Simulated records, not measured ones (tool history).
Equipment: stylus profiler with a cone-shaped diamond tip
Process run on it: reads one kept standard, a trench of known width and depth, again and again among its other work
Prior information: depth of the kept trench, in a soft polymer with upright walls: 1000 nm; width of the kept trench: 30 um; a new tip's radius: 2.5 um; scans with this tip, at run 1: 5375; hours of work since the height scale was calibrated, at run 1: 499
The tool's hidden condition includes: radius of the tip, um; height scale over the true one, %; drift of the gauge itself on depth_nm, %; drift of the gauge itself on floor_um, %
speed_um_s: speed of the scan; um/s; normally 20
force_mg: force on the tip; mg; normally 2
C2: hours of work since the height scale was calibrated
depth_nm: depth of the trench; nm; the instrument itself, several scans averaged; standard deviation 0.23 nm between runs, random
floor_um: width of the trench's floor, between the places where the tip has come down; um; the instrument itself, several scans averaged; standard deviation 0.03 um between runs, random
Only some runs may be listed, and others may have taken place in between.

{"run": 1, "hour": 0.0, "speed_um_s": 20, "force_mg": 2, "scans with this tip": 5375, "C2": 499, "depth_nm": 1009.03, "floor_um": 25.22}
{"run": 2, "hour": 17.0, "speed_um_s": 20, "force_mg": 2, "scans with this tip": 5473, "C2": 508, "depth_nm": 1009.22, "floor_um": 25.2}
{"run": 3, "hour": 40.1, "speed_um_s": 63, "force_mg": 2, "scans with this tip": 5605, "C2": 521, "depth_nm": 1009.24, "floor_um": 25.07}
{"run": 4, "hour": 64.9, "speed_um_s": 63, "force_mg": 2, "scans with this tip": 5747, "C2": 534, "depth_nm": 1009.51, "floor_um": 25.08}
{"run": 5, "hour": 84.0, "speed_um_s": 20, "force_mg": 2, "scans with this tip": 5856, "C2": 544, "depth_nm": 1009.37, "floor_um": 25.16}
{"run": 6, "hour": 104.7, "speed_um_s": 51, "force_mg": 2, "scans with this tip": 5974, "C2": 555, "depth_nm": 1009.02, "floor_um": 25.06}
{"run": 7, "hour": 132.0, "speed_um_s": 51, "force_mg": 2, "scans with this tip": 6130, "C2": 570, "depth_nm": 1009.33, "floor_um": 25.09}
{"run": 8, "hour": 157.6, "speed_um_s": 51, "force_mg": 2.2, "scans with this tip": 6277, "C2": 583, "depth_nm": 1010.1, "floor_um": 24.99}
{"run": 9, "hour": 180.0, "speed_um_s": 20, "force_mg": 3.76, "scans with this tip": 6405, "C2": 595, "depth_nm": 1015.17, "floor_um": 25.1}
{"hour": 183.2, "done": "height scale calibrated on a step standard"}
{"run": 10, "hour": 201.1, "speed_um_s": 74, "force_mg": 1.6, "scans with this tip": 6523, "C2": 9, "depth_nm": 1006.93, "floor_um": 24.9}
{"run": 11, "hour": 216.2, "speed_um_s": 10, "force_mg": 0.72, "scans with this tip": 6610, "C2": 18, "depth_nm": 1003.21, "floor_um": 25}
{"run": 12, "hour": 243.4, "speed_um_s": 10, "force_mg": 0.72, "scans with this tip": 6765, "C2": 32, "depth_nm": 1002.74, "floor_um": 25.06}
{"run": 13, "hour": 261.1, "speed_um_s": 7, "force_mg": 4.8, "scans with this tip": 6866, "C2": 41, "depth_nm": 1017.19, "floor_um": 25.01}
{"run": 14, "hour": 281.8, "speed_um_s": 7, "force_mg": 4.8, "scans with this tip": 6985, "C2": 52, "depth_nm": 1016.96, "floor_um": 25.08}

What if the next run were any one of these 5? Each begins from the tool's condition after run 14:
{"run": "A", "hour": 295.6, "speed_um_s": 15, "force_mg": 1.06, "scans with this tip": 7064, "C2": 60, "depth_nm": "?", "floor_um": "?"}
{"run": "B", "hour": 295.6, "speed_um_s": 71, "force_mg": 2.88, "scans with this tip": 7064, "C2": 60, "depth_nm": "?", "floor_um": "?"}
{"run": "C", "hour": 295.6, "speed_um_s": 8, "force_mg": 2.16, "scans with this tip": 7064, "C2": 60, "depth_nm": "?", "floor_um": "?"}
{"run": "D", "hour": 295.6, "speed_um_s": 15, "force_mg": 0.74, "scans with this tip": 7064, "C2": 60, "depth_nm": "?", "floor_um": "?"}
{"run": "E", "hour": 295.6, "speed_um_s": 6, "force_mg": 2.01, "scans with this tip": 7064, "C2": 60, "depth_nm": "?", "floor_um": "?"}

run=A depth_nm=1004.07 floor_um=25.06
run=B depth_nm=1010.7 floor_um=24.87
run=C depth_nm=1008.99 floor_um=25.07
run=D depth_nm=1002.81 floor_um=24.98
run=E depth_nm=1007.94 floor_um=25.08
Stripped of hidden state, with their random variation kept, the same runs would have yielded:
run=A depth_nm=1006.93 floor_um=26.01
run=B depth_nm=1013.58 floor_um=25.82
run=C depth_nm=1011.87 floor_um=26.02
run=D depth_nm=1005.67 floor_um=25.93
run=E depth_nm=1010.81 floor_um=26.04
